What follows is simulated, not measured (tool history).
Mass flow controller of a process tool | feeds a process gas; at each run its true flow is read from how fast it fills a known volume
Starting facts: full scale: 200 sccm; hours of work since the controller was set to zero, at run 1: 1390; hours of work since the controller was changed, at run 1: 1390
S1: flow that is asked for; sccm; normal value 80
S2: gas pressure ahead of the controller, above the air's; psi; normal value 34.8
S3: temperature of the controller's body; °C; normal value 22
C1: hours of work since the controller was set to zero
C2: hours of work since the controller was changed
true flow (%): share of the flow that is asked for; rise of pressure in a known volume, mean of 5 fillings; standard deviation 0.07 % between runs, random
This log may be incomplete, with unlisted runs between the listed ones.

run 1 day=0.000 | S1=80 S2=34.8 S3=22 | C1=1390 C2=1390 | true_flow_(%)=99.51
run 2 day=5.996 | S1=80 S2=34.8 S3=34 | C1=1443 C2=1443 | true_flow_(%)=100.22
run 3 day=13.162 | S1=80 S2=34.8 S3=34 | C1=1506 C2=1506 | true_flow_(%)=100.19
run 4 day=25.767 | S1=80 S2=34.8 S3=34 | C1=1617 C2=1617 | true_flow_(%)=100.25
run 5 day=37.821 | S1=80 S2=34.8 S3=34 | C1=1724 C2=1724 | true_flow_(%)=100.42
-- day=38.738 controller's zero set anew
run 6 day=44.192 | S1=80 S2=34.8 S3=34 | C1=48 C2=1780 | true_flow_(%)=100.37
run 7 day=50.675 | S1=80 S2=34.8 S3=34 | C1=105 C2=1837 | true_flow_(%)=100.47
run 8 day=60.600 | S1=80 S2=34.8 S3=29 | C1=193 C2=1925 | true_flow_(%)=100.21
-- day=64.383 controller's zero set anew, once more
run 9 day=71.183 | S1=25 S2=34.8 S3=39 | C1=60 C2=2018 | true_flow_(%)=99.52
run 10 day=83.038 | S1=31 S2=27.0 S3=26 | C1=165 C2=2123 | true_flow_(%)=98.85
run 11 day=93.092 | S1=66 S2=24.7 S3=32 | C1=254 C2=2212 | true_flow_(%)=99.66
run 12 day=98.538 | S1=80 S2=21.2 S3=26 | C1=302 C2=2260 | true_flow_(%)=99.55
run 13 day=109.917 | S1=80 S2=21.2 S3=26 | C1=402 C2=2360 | true_flow_(%)=99.55
run 14 day=116.446 | S1=120 S2=21.2 S3=24 | C1=460 C2=2418 | true_flow_(%)=100.12
run 15 day=122.904 | S1=120 S2=23.2 S3=22 | C1=517 C2=2475 | true_flow_(%)=100.09
run 16 day=130.967 | S1=120 S2=23.2 S3=22 | C1=588 C2=2546 | true_flow_(%)=100.05

Consider 4 possible next runs. They are alternatives, not a sequence: every one starts from the tool as it was left by run 16. What does each give?
run A day=136.700 | S1=120 S2=23.2 S3=30 | C1=639 C2=2597 | true_flow_(%)=?
run B day=136.700 | S1=120 S2=21.2 S3=22 | C1=639 C2=2597 | true_flow_(%)=?
run C day=136.700 | S1=165 S2=25.2 S3=32 | C1=639 C2=2597 | true_flow_(%)=?
run D day=136.700 | S1=55 S2=22.6 S3=22 | C1=639 C2=2597 | true_flow_(%)=?

run=A true_flow_(%)=100.67
run=B true_flow_(%)=100.11
run=C true_flow_(%)=101.31
run=D true_flow_(%)=99.40
Stripped of hidden state, with their random variation kept, the same runs would have yielded:
run=A true_flow_(%)=98.94
run=B true_flow_(%)=98.37
run=C true_flow_(%)=99.59
run=D true_flow_(%)=97.59

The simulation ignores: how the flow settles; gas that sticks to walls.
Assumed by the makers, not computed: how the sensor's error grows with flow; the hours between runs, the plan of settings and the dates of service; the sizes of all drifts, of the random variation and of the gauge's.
